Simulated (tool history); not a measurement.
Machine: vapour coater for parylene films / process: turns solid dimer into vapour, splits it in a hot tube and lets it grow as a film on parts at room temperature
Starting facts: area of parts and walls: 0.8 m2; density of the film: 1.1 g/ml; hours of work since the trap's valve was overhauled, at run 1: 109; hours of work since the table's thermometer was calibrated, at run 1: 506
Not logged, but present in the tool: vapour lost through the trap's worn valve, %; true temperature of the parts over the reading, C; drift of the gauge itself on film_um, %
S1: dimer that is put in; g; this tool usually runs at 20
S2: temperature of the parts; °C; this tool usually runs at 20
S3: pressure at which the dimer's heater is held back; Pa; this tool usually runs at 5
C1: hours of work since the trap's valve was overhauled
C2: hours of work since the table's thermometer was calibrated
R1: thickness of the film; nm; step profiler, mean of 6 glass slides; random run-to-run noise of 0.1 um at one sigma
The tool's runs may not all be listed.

run 1 hour=0 | S1=20 S2=20 S3=5 | C1=109 C2=506 | R1=17700
run 2 hour=19.2 | S1=20 S2=20 S3=5 | C1=122 C2=519 | R1=17400
run 3 hour=39.5 | S1=11 S2=20 S3=5 | C1=136 C2=533 | R1=9650
run 4 hour=59.7 | S1=11 S2=20 S3=5 | C1=150 C2=547 | R1=9590
run 5 hour=72.7 | S1=20 S2=24 S3=5 | C1=159 C2=556 | R1=15610
run 6 hour=82.1 | S1=20 S2=20 S3=5 | C1=165 C2=563 | R1=17690
run 7 hour=99.7 | S1=20 S2=20 S3=2.79 | C1=177 C2=575 | R1=18520
run 8 hour=119.8 | S1=20 S2=20 S3=2.79 | C1=191 C2=589 | R1=18400
run 9 hour=140.9 | S1=20 S2=20 S3=2.79 | C1=206 C2=603 | R1=18540
run 10 hour=152.7 | S1=20 S2=20 S3=2.79 | C1=214 C2=611 | R1=18750
run 11 hour=166.2 | S1=20 S2=20 S3=2.79 | C1=223 C2=621 | R1=18320
run 12 hour=184.3 | S1=20 S2=20 S3=5 | C1=236 C2=633 | R1=17460
run 13 hour=193.2 | S1=20 S2=20 S3=5 | C1=242 C2=639 | R1=17270
run 14 hour=211.2 | S1=20 S2=20 S3=5 | C1=254 C2=652 | R1=17290
run 15 hour=232.6 | S1=20 S2=20 S3=2.15 | C1=269 C2=666 | R1=18910
run 16 hour=249.3 | S1=20 S2=20 S3=5.26 | C1=281 C2=678 | R1=17190
run 17 hour=261.9 | S1=20 S2=20 S3=5.26 | C1=289 C2=687 | R1=17470
run 18 hour=284 | S1=20 S2=20 S3=5.26 | C1=304 C2=702 | R1=17170
run 19 hour=301 | S1=20 S2=20 S3=5 | C1=316 C2=713 | R1=17080
run 20 hour=310.5 | S1=20 S2=20 S3=5 | C1=323 C2=720 | R1=17350
run 21 hour=326.3 | S1=20 S2=20 S3=5 | C1=334 C2=731 | R1=17190
run 22 hour=341.5 | S1=28 S2=20 S3=5 | C1=344 C2=741 | R1=24220
run 23 hour=358 | S1=20 S2=17 S3=3.62 | C1=355 C2=753 | R1=19680
run 24 hour=367.6 | S1=27 S2=13 S3=2.36 | C1=362 C2=759 | R1=28900
run 25 hour=376.5 | S1=27 S2=13 S3=5.57 | C1=368 C2=765 | R1=28520
run 26 hour=386.8 | S1=27 S2=24 S3=7.4 | C1=375 C2=773 | R1=20030
run 27 hour=406.4 | S1=30 S2=13 S3=4.46 | C1=389 C2=786 | R1=31930
-- hour=419.4 trap's valve overhauled
run 28 hour=426.9 | S1=15 S2=27 S3=2.55 | C1=5 C2=797 | R1=11690
run 29 hour=436.5 | S1=15 S2=27 S3=2.55 | C1=12 C2=804 | R1=11620
-- hour=439 table's thermometer calibrated
run 30 hour=457.4 | S1=15 S2=27 S3=2.55 | C1=25 C2=13 | R1=11560
run 31 hour=476.6 | S1=15 S2=27 S3=2.55 | C1=39 C2=26 | R1=11500
run 32 hour=493.8 | S1=32 S2=12 S3=2.55 | C1=51 C2=38 | R1=35320
run 33 hour=505 | S1=32 S2=12 S3=2.55 | C1=58 C2=45 | R1=35600
run 34 hour=526.3 | S1=14 S2=28 S3=5 | C1=73 C2=60 | R1=9640
run 35 hour=545 | S1=35 S2=18 S3=5 | C1=86 C2=73 | R1=32980
run 36 hour=555.3 | S1=35 S2=29 S3=9.61 | C1=93 C2=80 | R1=21980
run 37 hour=574.7 | S1=12 S2=28 S3=7.18 | C1=106 C2=93 | R1=8010
run 38 hour=587.9 | S1=17 S2=28 S3=7.53 | C1=115 C2=103 | R1=11290
run 39 hour=599.3 | S1=17 S2=28 S3=4.14 | C1=123 C2=110 | R1=11950
run 40 hour=618.4 | S1=10 S2=16 S3=5 | C1=136 C2=124 | R1=10050

Hidden condition of the tool, last listed run before each entry between runs versus first listed run after:
Run 27 -> run 28: trap's valve overhauled (hour 419.4)
  vapour lost through the trap's worn valve, %: 4.6 -> 0.4; true temperature of the parts over the reading, C: -0.33 -> -0.34
  the result without the hidden state subtracted from the measured one, R1: -1550 -> +80 nm
Run 29 -> run 30: table's thermometer calibrated (hour 439)
  vapour lost through the trap's worn valve, %: 0.4 -> 0.6; true temperature of the parts over the reading, C: -0.34 -> -0.12
  the result without the hidden state subtracted from the measured one, R1: +70 -> -30 nm
